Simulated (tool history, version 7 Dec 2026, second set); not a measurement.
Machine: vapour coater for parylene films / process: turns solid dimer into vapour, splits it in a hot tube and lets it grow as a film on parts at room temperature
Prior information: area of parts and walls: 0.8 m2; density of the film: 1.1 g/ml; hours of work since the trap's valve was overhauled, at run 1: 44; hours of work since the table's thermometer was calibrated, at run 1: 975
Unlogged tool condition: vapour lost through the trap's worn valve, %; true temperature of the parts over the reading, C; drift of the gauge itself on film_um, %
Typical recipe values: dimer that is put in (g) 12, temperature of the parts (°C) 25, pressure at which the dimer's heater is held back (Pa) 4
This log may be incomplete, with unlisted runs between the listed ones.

| run | hour | dimer that is put in (g) | temperature of the parts (°C) | pressure at which the dimer's heater is held back (Pa) | hours of work since the trap's valve was overhauled | hours of work since the table's thermometer was calibrated | thickness of the film (um) |
|---|---|---|---|---|---|---|---|
| 1 | 0 | 12 | 25 | 4 | 44 | 975 | 7.56 |
| 2 | 21 | 12 | 25 | 4 | 59 | 990 | 7.55 |
| 3 | 60 | 15 | 25 | 4 | 86 | 1017 | 9.31 |
| 4 | 87.4 | 15 | 25 | 4 | 105 | 1036 | 9.32 |
| 5 | 118.2 | 12 | 25 | 4 | 127 | 1058 | 7.34 |
| 6 | 147.8 | 12 | 25 | 4 | 148 | 1079 | 7.41 |
| 7 | 164.8 | 17 | 25 | 4 | 160 | 1091 | 10.27 |
| 8 | 181.6 | 17 | 25 | 4 | 172 | 1102 | 10.4 |
|  | 197.9 | table's thermometer calibrated |
| 9 | 221.1 | 17 | 25 | 4 | 199 | 16 | 10.07 |
| 10 | 243.1 | 17 | 34 | 2.78 | 214 | 32 | 8.73 |
| 11 | 268 | 20 | 21 | 4.73 | 232 | 49 | 12.44 |
|  | 274.2 | trap's valve overhauled |
| 12 | 307.9 | 15 | 26 | 4.73 | 24 | 74 | 7.95 |
| 13 | 336.6 | 12 | 18 | 7.94 | 44 | 95 | 6.92 |
| 14 | 365.4 | 22 | 25 | 2.04 | 64 | 115 | 13.45 |
|  | 389.7 | trap's valve overhauled, once more |
| 15 | 391.8 | 19 | 27 | 2.04 | 1 | 131 | 12.94 |
| 16 | 424.8 | 19 | 27 | 2.04 | 25 | 154 | 12.74 |
| 17 | 460.6 | 7 | 35 | 2.63 | 50 | 179 | 3.76 |

Branching from run 17: 4 alternative next runs. What would each branch give?
| A | 477.1 | 15 | 35 | 2.63 | 61 | 191 | ? |
| B | 477.1 | 18 | 27 | 2.63 | 61 | 191 | ? |
| C | 477.1 | 6 | 35 | 2.63 | 61 | 191 | ? |
| D | 477.1 | 10 | 21 | 5 | 61 | 191 | ? |

| run | thickness of the film (um) |
|---|---|
| A | 8.01 |
| B | 11.44 |
| C | 3.23 |
| D | 6.52 |
Had the tool no hidden state, the same runs would have come out as:
| run | thickness of the film (um) |
|---|---|
| A | 8.16 |
| B | 11.66 |
| C | 3.3 |
| D | 6.64 |

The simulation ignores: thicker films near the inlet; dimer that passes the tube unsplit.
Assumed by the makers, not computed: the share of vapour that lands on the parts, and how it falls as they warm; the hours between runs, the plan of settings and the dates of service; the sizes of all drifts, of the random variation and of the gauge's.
